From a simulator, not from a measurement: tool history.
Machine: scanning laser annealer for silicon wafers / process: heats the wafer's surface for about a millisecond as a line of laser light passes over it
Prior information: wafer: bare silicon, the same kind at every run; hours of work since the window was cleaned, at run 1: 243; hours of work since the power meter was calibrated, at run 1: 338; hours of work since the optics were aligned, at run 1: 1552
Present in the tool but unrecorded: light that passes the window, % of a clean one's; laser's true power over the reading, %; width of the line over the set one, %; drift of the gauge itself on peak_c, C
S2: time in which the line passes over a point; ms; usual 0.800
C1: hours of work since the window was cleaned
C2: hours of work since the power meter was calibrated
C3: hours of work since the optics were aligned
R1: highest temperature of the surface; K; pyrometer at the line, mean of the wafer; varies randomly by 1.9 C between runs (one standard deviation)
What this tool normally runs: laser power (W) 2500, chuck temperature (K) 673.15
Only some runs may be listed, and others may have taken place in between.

{"run": 1, "hour": 0.0, "laser power (W)": 2500, "S2": 0.8, "chuck temperature (K)": 673.15, "C1": 243, "C2": 338, "C3": 1552, "R1": 1440.15}
{"hour": 17.6, "done": "optics aligned, line set to its width"}
{"run": 2, "hour": 26.4, "laser power (W)": 2500, "S2": 0.8, "chuck temperature (K)": 641.15, "C1": 259, "C2": 354, "C3": 7, "R1": 1433.15}
{"run": 3, "hour": 37.0, "laser power (W)": 2438, "S2": 0.8, "chuck temperature (K)": 673.15, "C1": 267, "C2": 362, "C3": 15, "R1": 1436.15}
{"run": 4, "hour": 48.3, "laser power (W)": 2438, "S2": 0.8, "chuck temperature (K)": 673.15, "C1": 276, "C2": 371, "C3": 24, "R1": 1434.15}
{"run": 5, "hour": 69.0, "laser power (W)": 2438, "S2": 0.8, "chuck temperature (K)": 673.15, "C1": 292, "C2": 387, "C3": 40, "R1": 1434.15}
{"run": 6, "hour": 92.8, "laser power (W)": 2438, "S2": 0.8, "chuck temperature (K)": 673.15, "C1": 310, "C2": 405, "C3": 58, "R1": 1432.15}
{"run": 7, "hour": 116.8, "laser power (W)": 2438, "S2": 0.8, "chuck temperature (K)": 673.15, "C1": 329, "C2": 424, "C3": 77, "R1": 1435.15}
{"run": 8, "hour": 130.8, "laser power (W)": 2438, "S2": 0.8, "chuck temperature (K)": 673.15, "C1": 340, "C2": 435, "C3": 87, "R1": 1433.15}
{"run": 9, "hour": 148.7, "laser power (W)": 2438, "S2": 0.8, "chuck temperature (K)": 673.15, "C1": 353, "C2": 448, "C3": 101, "R1": 1435.15}
{"run": 10, "hour": 173.1, "laser power (W)": 2438, "S2": 0.8, "chuck temperature (K)": 673.15, "C1": 372, "C2": 467, "C3": 120, "R1": 1432.15}
{"run": 11, "hour": 191.5, "laser power (W)": 2256, "S2": 0.8, "chuck temperature (K)": 673.15, "C1": 386, "C2": 481, "C3": 134, "R1": 1353.15}
{"run": 12, "hour": 212.4, "laser power (W)": 2256, "S2": 0.8, "chuck temperature (K)": 673.15, "C1": 403, "C2": 497, "C3": 150, "R1": 1356.15}
{"run": 13, "hour": 227.6, "laser power (W)": 2510, "S2": 0.837, "chuck temperature (K)": 696.15, "C1": 414, "C2": 509, "C3": 162, "R1": 1496.15}
{"run": 14, "hour": 251.1, "laser power (W)": 2510, "S2": 0.837, "chuck temperature (K)": 696.15, "C1": 432, "C2": 527, "C3": 180, "R1": 1500.15}
{"run": 15, "hour": 268.1, "laser power (W)": 2510, "S2": 0.719, "chuck temperature (K)": 679.15, "C1": 446, "C2": 540, "C3": 193, "R1": 1418.15}
{"hour": 271.3, "done": "window over the wafer cleaned"}
{"run": 16, "hour": 283.2, "laser power (W)": 2510, "S2": 0.597, "chuck temperature (K)": 679.15, "C1": 9, "C2": 550, "C3": 203, "R1": 1339.15}
{"run": 17, "hour": 305.8, "laser power (W)": 2510, "S2": 0.597, "chuck temperature (K)": 679.15, "C1": 27, "C2": 568, "C3": 221, "R1": 1340.15}
{"run": 18, "hour": 321.6, "laser power (W)": 2158, "S2": 0.984, "chuck temperature (K)": 711.15, "C1": 39, "C2": 580, "C3": 233, "R1": 1410.15}
{"run": 19, "hour": 342.2, "laser power (W)": 2349, "S2": 0.79, "chuck temperature (K)": 659.15, "C1": 55, "C2": 596, "C3": 249, "R1": 1358.15}
{"run": 20, "hour": 359.9, "laser power (W)": 2555, "S2": 0.631, "chuck temperature (K)": 696.15, "C1": 68, "C2": 610, "C3": 262, "R1": 1391.15}
{"run": 21, "hour": 377.7, "laser power (W)": 2555, "S2": 0.631, "chuck temperature (K)": 696.15, "C1": 82, "C2": 623, "C3": 276, "R1": 1388.15}

Forecast each of these 3 alternatives for the next run:
{"hour": 390.9, "done": "window over the wafer cleaned, once more"}
{"run": "A", "hour": 392.9, "laser power (W)": 2500, "S2": 0.8, "chuck temperature (K)": 657.15, "C1": 2, "C2": 634, "C3": 286, "R1": "?"}
{"hour": 390.9, "done": "window over the wafer cleaned, once more"}
{"run": "B", "hour": 392.9, "laser power (W)": 2228, "S2": 0.958, "chuck temperature (K)": 675.15, "C1": 2, "C2": 634, "C3": 286, "R1": "?"}
{"hour": 390.9, "done": "window over the wafer cleaned, once more"}
{"run": "C", "hour": 392.9, "laser power (W)": 2464, "S2": 0.631, "chuck temperature (K)": 696.15, "C1": 2, "C2": 634, "C3": 286, "R1": "?"}

run=A R1=1456.15
run=B R1=1428.15
run=C R1=1388.15
Had the tool no hidden state, the same runs would have come out as:
run=A R1=1461.15
run=B R1=1433.15
run=C R1=1393.15

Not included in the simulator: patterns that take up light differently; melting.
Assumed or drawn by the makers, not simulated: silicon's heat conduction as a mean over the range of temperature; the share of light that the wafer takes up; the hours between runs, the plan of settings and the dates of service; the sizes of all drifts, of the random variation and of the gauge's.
